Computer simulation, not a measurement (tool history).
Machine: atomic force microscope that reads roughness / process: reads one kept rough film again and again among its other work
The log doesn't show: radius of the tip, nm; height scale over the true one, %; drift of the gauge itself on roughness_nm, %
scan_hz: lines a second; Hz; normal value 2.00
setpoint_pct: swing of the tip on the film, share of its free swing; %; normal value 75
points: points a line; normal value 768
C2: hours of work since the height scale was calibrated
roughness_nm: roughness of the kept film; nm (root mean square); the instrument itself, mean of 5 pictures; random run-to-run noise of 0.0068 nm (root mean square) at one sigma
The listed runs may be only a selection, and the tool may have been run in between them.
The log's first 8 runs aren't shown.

run 9 hour=70.6 | scan_hz=2.00 setpoint_pct=75 points=768 | pictures_with_this_tip=231 C2=364 | roughness_nm=1.271
run 10 hour=79.3 | scan_hz=2.00 setpoint_pct=75 points=768 | pictures_with_this_tip=243 C2=370 | roughness_nm=1.278
run 11 hour=89.3 | scan_hz=0.59 setpoint_pct=75 points=768 | pictures_with_this_tip=257 C2=377 | roughness_nm=1.362
run 12 hour=94.7 | scan_hz=2.00 setpoint_pct=75 points=768 | pictures_with_this_tip=265 C2=381 | roughness_nm=1.255
run 13 hour=106.7 | scan_hz=2.00 setpoint_pct=75 points=768 | pictures_with_this_tip=282 C2=389 | roughness_nm=1.248
-- hour=119.0 new tip fitted
run 14 hour=119.5 | scan_hz=2.00 setpoint_pct=75 points=768 | pictures_with_this_tip=0 C2=397 | roughness_nm=1.355
run 15 hour=130.9 | scan_hz=2.00 setpoint_pct=75 points=768 | pictures_with_this_tip=16 C2=405 | roughness_nm=1.359
run 16 hour=138.1 | scan_hz=2.00 setpoint_pct=75 points=768 | pictures_with_this_tip=26 C2=410 | roughness_nm=1.354
run 17 hour=148.0 | scan_hz=2.00 setpoint_pct=75 points=768 | pictures_with_this_tip=40 C2=417 | roughness_nm=1.347
run 18 hour=158.6 | scan_hz=2.00 setpoint_pct=75 points=317 | pictures_with_this_tip=55 C2=424 | roughness_nm=1.317
run 19 hour=170.2 | scan_hz=1.08 setpoint_pct=86 points=335 | pictures_with_this_tip=71 C2=432 | roughness_nm=1.341
run 20 hour=176.3 | scan_hz=1.19 setpoint_pct=75 points=768 | pictures_with_this_tip=80 C2=437 | roughness_nm=1.393
run 21 hour=184.3 | scan_hz=1.19 setpoint_pct=75 points=768 | pictures_with_this_tip=91 C2=442 | roughness_nm=1.393
run 22 hour=194.8 | scan_hz=1.19 setpoint_pct=75 points=768 | pictures_with_this_tip=106 C2=449 | roughness_nm=1.387
run 23 hour=201.4 | scan_hz=1.19 setpoint_pct=75 points=768 | pictures_with_this_tip=115 C2=454 | roughness_nm=1.357
run 24 hour=210.7 | scan_hz=1.19 setpoint_pct=75 points=768 | pictures_with_this_tip=128 C2=460 | roughness_nm=1.365
run 25 hour=218.0 | scan_hz=3.75 setpoint_pct=73 points=528 | pictures_with_this_tip=139 C2=465 | roughness_nm=1.227
run 26 hour=231.0 | scan_hz=0.97 setpoint_pct=64 points=528 | pictures_with_this_tip=157 C2=474 | roughness_nm=1.413
run 27 hour=236.8 | scan_hz=0.57 setpoint_pct=61 points=325 | pictures_with_this_tip=165 C2=478 | roughness_nm=1.414
run 28 hour=244.9 | scan_hz=0.57 setpoint_pct=67 points=493 | pictures_with_this_tip=177 C2=484 | roughness_nm=1.423
run 29 hour=252.1 | scan_hz=0.57 setpoint_pct=67 points=493 | pictures_with_this_tip=187 C2=489 | roughness_nm=1.420
run 30 hour=263.6 | scan_hz=0.57 setpoint_pct=67 points=493 | pictures_with_this_tip=203 C2=497 | roughness_nm=1.409
run 31 hour=269.6 | scan_hz=0.66 setpoint_pct=79 points=347 | pictures_with_this_tip=211 C2=501 | roughness_nm=1.364
run 32 hour=276.6 | scan_hz=0.66 setpoint_pct=79 points=632 | pictures_with_this_tip=221 C2=506 | roughness_nm=1.373
run 33 hour=288.6 | scan_hz=1.01 setpoint_pct=70 points=723 | pictures_with_this_tip=238 C2=514 | roughness_nm=1.367

What if the next run were any one of these 5? Each begins from the tool's condition after run 33:
run A hour=295.3 | scan_hz=2.00 setpoint_pct=58 points=525 | pictures_with_this_tip=247 C2=519 | roughness_nm=?
run B hour=295.3 | scan_hz=0.71 setpoint_pct=75 points=452 | pictures_with_this_tip=247 C2=519 | roughness_nm=?
run C hour=295.3 | scan_hz=2.09 setpoint_pct=56 points=733 | pictures_with_this_tip=247 C2=519 | roughness_nm=?
run D hour=295.3 | scan_hz=2.00 setpoint_pct=65 points=583 | pictures_with_this_tip=247 C2=519 | roughness_nm=?
run E hour=295.3 | scan_hz=2.00 setpoint_pct=73 points=397 | pictures_with_this_tip=247 C2=519 | roughness_nm=?

run=A roughness_nm=1.361
run=B roughness_nm=1.359
run=C roughness_nm=1.367
run=D roughness_nm=1.323
run=E roughness_nm=1.277
Without the tool's unlogged condition, the same runs would have read:
run=A roughness_nm=1.461
run=B roughness_nm=1.458
run=C roughness_nm=1.467
run=D roughness_nm=1.420
run=E roughness_nm=1.371
